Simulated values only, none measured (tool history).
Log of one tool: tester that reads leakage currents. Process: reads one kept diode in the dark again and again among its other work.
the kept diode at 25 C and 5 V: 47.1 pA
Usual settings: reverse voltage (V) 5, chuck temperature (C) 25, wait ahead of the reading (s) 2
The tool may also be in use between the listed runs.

run   hour  reverse voltage (V)  chuck temperature (C)  wait ahead of the reading (s)  current that the tester gives (pA)
  1      0                    5                     25                              2                               46.02
  2   22.5                    5                     25                              2                               45.89
  3   38.7                  1.2                     25                              2                               21.17
  4   71.4                  1.2                     25                              2                               21.05
  5   91.3                  1.2                     25                              2                               21.07
  6  123.8                  1.2                     25                              2                               20.95
     129.8  -- probe card cleaned and baked
  7  153.4                  1.2                     25                              2                               21.34
  8  167.6                  1.2                     25                              2                               21.33
  9    200                  1.2                     25                              2                               21.26
 10  227.7                  1.2                     25                              2                                21.1
 11  257.3                  1.2                     25                              2                               21.15

The next listed run, before its measurement:
 12  273.3                  1.2                     25                              2                                   ?

Run 12 gave current that the tester gives (pA) 21.22.
Without the tool's hidden state the same run would have given current that the tester gives (pA) 22.26.
